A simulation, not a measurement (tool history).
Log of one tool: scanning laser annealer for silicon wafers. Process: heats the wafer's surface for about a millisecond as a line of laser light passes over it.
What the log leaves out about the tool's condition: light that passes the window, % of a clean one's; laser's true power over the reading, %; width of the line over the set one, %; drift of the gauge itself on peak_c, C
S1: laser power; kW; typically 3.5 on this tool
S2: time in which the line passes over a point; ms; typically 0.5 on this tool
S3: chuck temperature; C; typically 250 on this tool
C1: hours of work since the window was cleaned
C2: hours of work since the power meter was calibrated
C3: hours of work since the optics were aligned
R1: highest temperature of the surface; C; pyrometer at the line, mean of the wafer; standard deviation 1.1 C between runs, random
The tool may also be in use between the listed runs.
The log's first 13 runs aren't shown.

| run | hour | S1 | S2 | S3 | C1 | C2 | C3 | R1 |
|---|---|---|---|---|---|---|---|---|
| 14 | 547.8 | 3.5 | 0.5 | 226 | 126 | 1084 | 831 | 971 |
|  | 556.4 | optics aligned, line set to its width |
| 15 | 595.7 | 3.125 | 0.5 | 250 | 156 | 1114 | 28 | 920 |
| 16 | 651.9 | 3.5 | 0.41 | 250 | 196 | 1154 | 67 | 940 |
| 17 | 709.4 | 3.5 | 0.41 | 250 | 236 | 1194 | 108 | 940 |
| 18 | 741.4 | 3.5 | 0.5 | 250 | 259 | 1217 | 130 | 1001 |
| 19 | 771.8 | 3.5 | 0.509 | 250 | 280 | 1238 | 152 | 1007 |
| 20 | 821.7 | 3.5 | 0.598 | 277 | 315 | 1274 | 187 | 1084 |
| 21 | 862.3 | 3.592 | 0.527 | 272 | 344 | 1302 | 216 | 1056 |
| 22 | 902.6 | 3.407 | 0.578 | 267 | 372 | 1331 | 244 | 1040 |
| 23 | 951.9 | 3.848 | 0.372 | 218 | 407 | 1365 | 279 | 942 |
| 24 | 987.2 | 3.776 | 0.5 | 250 | 432 | 1390 | 304 | 1056 |
| 25 | 1031.9 | 2.991 | 0.606 | 250 | 464 | 1422 | 335 | 940 |
| 26 | 1067.4 | 3.5 | 0.494 | 250 | 489 | 1447 | 360 | 991 |
| 27 | 1094 | 3.5 | 0.494 | 214 | 507 | 1465 | 379 | 955 |
| 28 | 1153.5 | 2.997 | 0.449 | 214 | 549 | 1507 | 421 | 821 |
| 29 | 1204.4 | 3.187 | 0.412 | 245 | 585 | 1543 | 457 | 867 |
| 30 | 1253.6 | 3.418 | 0.35 | 287 | 620 | 1578 | 491 | 911 |
| 31 | 1302.5 | 3.418 | 0.35 | 287 | 654 | 1612 | 526 | 909 |
| 32 | 1332.7 | 3.543 | 0.5 | 265 | 676 | 1634 | 547 | 1015 |
| 33 | 1376.8 | 3.633 | 0.611 | 232 | 707 | 1665 | 578 | 1069 |

Forecast run 34:
| 34 | 1433.7 | 3.326 | 0.5 | 264 | 747 | 1705 | 618 | ? |

R1: 967 C
Had the tool carried no hidden state, the very same run would have given R1 980 C.
